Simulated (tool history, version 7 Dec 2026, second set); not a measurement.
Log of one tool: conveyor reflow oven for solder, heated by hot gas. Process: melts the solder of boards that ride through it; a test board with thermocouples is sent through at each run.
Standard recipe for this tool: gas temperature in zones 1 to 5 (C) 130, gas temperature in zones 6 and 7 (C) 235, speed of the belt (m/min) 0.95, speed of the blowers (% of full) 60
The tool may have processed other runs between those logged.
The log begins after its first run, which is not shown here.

| run | day | gas temperature in zones 1 to 5 (C) | gas temperature in zones 6 and 7 (C) | speed of the belt (m/min) | speed of the blowers (% of full) | highest temperature of the board (C) | time above the solder's melting point (s) |
|---|---|---|---|---|---|---|---|
| 2 | 0.254 | 130 | 235 | 0.95 | 58 | 205.2 | 26.9 |
| 3 | 0.446 | 130 | 235 | 0.95 | 58 | 205.4 | 26.8 |
| 4 | 0.708 | 130 | 235 | 0.95 | 60 | 206 | 27.8 |
| 5 | 0.871 | 130 | 235 | 0.95 | 70 | 208.8 | 29.8 |
| 6 | 1.104 | 116 | 235 | 0.95 | 60 | 202.5 | 21.8 |
| 7 | 1.35 | 116 | 235 | 0.95 | 60 | 201.7 | 22.1 |
| 8 | 1.612 | 116 | 235 | 0.95 | 60 | 202.1 | 22.3 |
| 9 | 1.846 | 116 | 235 | 0.95 | 60 | 202.4 | 21.6 |
| 10 | 2.204 | 130 | 235 | 0.95 | 60 | 205.8 | 27.4 |
| 11 | 2.558 | 130 | 235 | 0.95 | 88 | 212.5 | 33.1 |
| 12 | 2.729 | 130 | 235 | 0.95 | 88 | 212.4 | 32.5 |
| 13 | 2.962 | 130 | 235 | 0.95 | 88 | 213 | 32.4 |
| 14 | 3.242 | 130 | 235 | 0.95 | 88 | 212.8 | 32.8 |
| 15 | 3.479 | 130 | 235 | 1.048 | 88 | 208.6 | 27.1 |
| 16 | 3.717 | 130 | 235 | 1.048 | 88 | 208.9 | 27 |
| 17 | 3.938 | 142 | 229 | 1.048 | 88 | 206.7 | 28.6 |
| 18 | 4.275 | 142 | 229 | 1.048 | 88 | 207.1 | 28.4 |
| 19 | 4.488 | 142 | 229 | 1.048 | 88 | 206.7 | 28.7 |
| 20 | 4.738 | 142 | 229 | 1.048 | 88 | 206.7 | 28.4 |
| 21 | 5.104 | 135 | 229 | 1.104 | 88 | 203.4 | 23.3 |

What will run 22 give?
| 22 | 5.312 | 126 | 243 | 0.95 | 73 | ? | ? |

{"run 22": {"highest temperature of the board (C)": 214.9, "time above the solder's melting point (s)": 32.8}}
Had the tool carried no hidden state, the very same run would have given highest temperature of the board (C) 215, time above the solder's melting point (s) 32.9.
